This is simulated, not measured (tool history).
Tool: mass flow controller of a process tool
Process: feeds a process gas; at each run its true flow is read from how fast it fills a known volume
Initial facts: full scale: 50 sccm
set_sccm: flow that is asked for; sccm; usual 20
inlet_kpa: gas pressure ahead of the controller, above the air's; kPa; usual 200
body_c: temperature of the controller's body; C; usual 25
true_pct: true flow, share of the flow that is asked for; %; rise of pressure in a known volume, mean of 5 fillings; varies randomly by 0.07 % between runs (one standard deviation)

run    hour  set_sccm  inlet_kpa  body_c  true_pct
  1     0.0        20        200      25    100.19
  2   202.9        20        200      25    100.32
  3   405.3        20        200      25    100.40
  4   608.9        20        200      36     99.61
  5   850.0        20        200      25    100.43
  6  1054.3        20        200      25    100.48
     1069.3  -- controller's zero set anew
  7  1245.8        20        200      25    101.14
  8  1486.4        13        200      25    102.45
     1521.9  -- controller's zero set anew, once more
  9  1665.6         6        200      33     98.07
 10  1806.9        20        177      32     98.39
 11  1997.3        20        177      32     98.49
 12  2128.0        20        177      32     98.41
 13  2354.5        20        211      25     98.74

Alternative continuations, all from the tool just after run 13; predict every row:
  A  2626.8         8        200      36         ?
  B  2626.8        13        211      23         ?
  C  2626.8         7        200      25         ?
  D  2626.8         8        194      38         ?
  E  2626.8         7        199      21         ?

run  true_pct
  A     98.32
  B     98.95
  C     99.16
  D     98.18
  E     99.53
Take away the tool's hidden state, keep each run's random variation, and the runs would have read:
run  true_pct
  A     98.20
  B     99.14
  C     98.93
  D     98.07
  E     99.30
